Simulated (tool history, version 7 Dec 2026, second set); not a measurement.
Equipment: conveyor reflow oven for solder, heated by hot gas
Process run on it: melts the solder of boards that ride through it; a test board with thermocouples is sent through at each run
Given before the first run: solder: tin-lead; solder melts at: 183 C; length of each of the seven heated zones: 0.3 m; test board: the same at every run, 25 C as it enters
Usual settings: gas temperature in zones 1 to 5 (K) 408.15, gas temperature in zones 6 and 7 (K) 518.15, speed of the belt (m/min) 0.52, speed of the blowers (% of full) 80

run	day	gas temperature in zones 1 to 5 (K)	gas temperature in zones 6 and 7 (K)	speed of the belt (m/min)	speed of the blowers (% of full)	highest temperature of the board (K)	time above the solder's melting point (s)
1	0	408.15	518.15	0.52	80	498.75	55.6
2	1.892	408.15	518.15	0.52	80	498.55	55.4
3	4.992	408.15	518.15	0.52	80	498.65	55.9
4	7.167	408.15	518.15	0.52	80	498.95	55.3
5	9.129	408.15	518.15	0.472	80	501.65	64
6	11.679	408.15	518.15	0.472	80	502.15	63.6
7	14.921	408.15	518.15	0.503	80	499.25	58.6
# day 15.704: flux residue cleaned out of gas plates and filters
8	16.908	408.15	518.15	0.503	80	499.75	58.5
9	19.896	408.15	518.15	0.52	80	498.45	56
10	21.8	408.15	518.15	0.52	80	498.95	55.6
11	24.083	408.15	518.15	0.52	80	498.05	55.3
12	27.3	408.15	518.15	0.52	80	498.35	55.9
# day 28.729: thermocouples of zones 6 and 7 changed
13	28.983	404.15	518.15	0.52	80	496.95	54.6
# day 31.562: flux residue cleaned out of gas plates and filters
14	32.008	404.15	518.15	0.52	80	498.05	54.4
15	34.875	404.15	518.15	0.52	80	497.85	53.7
16	37.738	408.15	524.15	0.595	80	498.15	47.9
17	39.625	395.15	524.15	0.595	55	486.75	37.4
18	42.808	395.15	524.15	0.595	55	486.45	37.3
19	45.438	393.15	524.15	0.481	85	505.25	60.2
# day 47.079: flux residue cleaned out of gas plates and filters
20	47.417	408.15	518.15	0.52	67	495.35	53.2
21	49.008	413.15	530.15	0.52	72	508.05	62.3
22	50.688	413.15	524.15	0.425	72	509.85	77
23	53.404	400.15	526.15	0.428	72	510.35	72.5
24	56.646	400.15	526.15	0.428	72	509.55	73
25	59.508	407.15	510.15	0.59	59	481.05	36.4

3 ways to go on from here, each from the tool as it stands after run 25. What would each give?
A	61.121	408.15	517.15	0.586	80	?	?
B	61.121	399.15	518.15	0.47	51	?	?
C	61.121	417.15	507.15	0.52	52	?	?

run	highest temperature of the board (K)	time above the solder's melting point (s)
A	492.45	46.3
B	492.55	54.9
C	484.35	47.8
Had the tool no hidden state, the same runs would have come out as:
run	highest temperature of the board (K)	time above the solder's melting point (s)
A	492.35	46.2
B	492.45	54.8
C	484.25	47.7

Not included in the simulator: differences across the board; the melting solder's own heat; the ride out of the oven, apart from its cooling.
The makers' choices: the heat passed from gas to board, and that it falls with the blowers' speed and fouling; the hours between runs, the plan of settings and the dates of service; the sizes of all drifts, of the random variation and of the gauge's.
